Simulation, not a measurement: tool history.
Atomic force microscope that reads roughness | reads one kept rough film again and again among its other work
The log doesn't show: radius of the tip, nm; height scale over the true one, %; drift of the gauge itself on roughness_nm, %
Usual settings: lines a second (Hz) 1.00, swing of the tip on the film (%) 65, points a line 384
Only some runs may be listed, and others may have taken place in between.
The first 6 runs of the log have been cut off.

run,hour,lines a second (Hz),swing of the tip on the film (%),points a line,pictures with this tip,hours of work since the height scale was calibrated,roughness of the kept film (nm (root mean square))
7,58.1,2.55,65,384,164,44,2.743
8,64.9,2.55,65,384,175,48,2.747
9,76.0,2.55,65,384,193,56,2.730
# hour 84.6: new tip fitted
10,89.1,2.55,65,384,8,64,2.870
11,97.9,1.00,84,384,22,70,2.820
12,103.9,1.00,65,384,31,74,2.940
13,113.5,1.00,65,384,47,80,2.929
14,120.2,1.00,65,384,58,85,2.925
15,129.5,1.00,65,384,73,91,2.896
16,138.7,1.00,64,279,88,97,2.870
17,145.5,1.00,64,279,99,102,2.898
18,158.4,1.00,64,279,119,110,2.866
19,163.9,2.07,63,753,128,114,2.828
20,174.0,1.11,63,931,145,121,2.859
21,186.5,1.11,57,931,165,129,2.865
22,194.7,2.74,59,384,178,135,2.782
23,206.6,2.04,75,340,197,143,2.656
# hour 212.2: new tip fitted
24,215.0,2.42,65,798,5,148,2.882
25,223.7,1.00,65,537,19,154,2.975
26,230.3,1.00,65,452,30,158,2.942
27,237.8,1.00,65,452,42,163,2.937
28,244.8,1.01,65,452,53,168,2.938
29,254.4,2.27,59,551,69,174,2.874
30,263.7,1.75,81,441,84,180,2.696

3 ways to go on from here, each from the tool as it stands after run 30. What would each give?
A,275.6,1.20,65,384,103,188,?
B,275.6,1.50,82,332,103,188,?
C,275.6,1.07,65,384,103,188,?

run,roughness of the kept film (nm (root mean square))
A,2.906
B,2.698
C,2.894
Without the tool's unlogged condition, the same runs would have read:
run,roughness of the kept film (nm (root mean square))
A,2.989
B,2.776
C,2.978

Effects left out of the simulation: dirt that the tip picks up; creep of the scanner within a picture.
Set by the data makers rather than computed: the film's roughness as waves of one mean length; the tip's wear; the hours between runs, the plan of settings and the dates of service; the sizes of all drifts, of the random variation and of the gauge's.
